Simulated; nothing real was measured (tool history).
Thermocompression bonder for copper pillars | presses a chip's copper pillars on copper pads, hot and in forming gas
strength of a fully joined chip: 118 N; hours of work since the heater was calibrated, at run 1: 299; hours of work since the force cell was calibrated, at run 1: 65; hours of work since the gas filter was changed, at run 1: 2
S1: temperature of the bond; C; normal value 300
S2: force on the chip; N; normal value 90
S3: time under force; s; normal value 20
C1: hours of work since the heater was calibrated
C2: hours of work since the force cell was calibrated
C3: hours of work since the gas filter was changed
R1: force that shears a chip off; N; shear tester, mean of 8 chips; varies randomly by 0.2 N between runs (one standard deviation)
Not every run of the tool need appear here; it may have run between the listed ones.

Run 1, hour 0.0: usual settings; C1 299; C2 65; C3 2. Result: R1 43.2 N.
Run 2, hour 7.5: usual settings but S3 44 s; C1 304; C2 70; C3 8. Result: R1 57.9 N.
Run 3, hour 16.6: usual settings but S3 44 s; C1 311; C2 77; C3 14. Result: R1 57.6 N.
Run 4, hour 21.3: usual settings; C1 314; C2 80; C3 18. Result: R1 42.8 N.
Run 5, hour 26.6: usual settings; C1 318; C2 84; C3 22. Result: R1 43.0 N.
Run 6, hour 34.5: usual settings; C1 324; C2 90; C3 27. Result: R1 42.7 N.
Run 7, hour 41.3: usual settings but S3 24 s; C1 329; C2 95; C3 32. Result: R1 45.9 N.
Run 8, hour 48.0: usual settings; C1 334; C2 99; C3 37. Result: R1 42.9 N.
Run 9, hour 55.3: usual settings but S2 109 N; C1 339; C2 105; C3 43. Result: R1 48.3 N.
Run 10, hour 64.9: usual settings but S2 109 N; C1 346; C2 112; C3 50. Result: R1 48.8 N.
Run 11, hour 71.7: usual settings; C1 351; C2 117; C3 55. Result: R1 43.0 N.
Run 12, hour 77.3: usual settings; C1 355; C2 121; C3 59. Result: R1 43.1 N.
Run 13, hour 82.4: usual settings; C1 359; C2 125; C3 62. Result: R1 42.7 N.

The next listed run, before its measurement:
Run 14, hour 90.3: usual settings but S2 73 N; C1 365; C2 130; C3 68. Result: R1 ?.

Run 14 produced R1 37.0 N.
On a tool with no hidden condition, and with the same random variation, this run would have come out at R1 37.3 N.
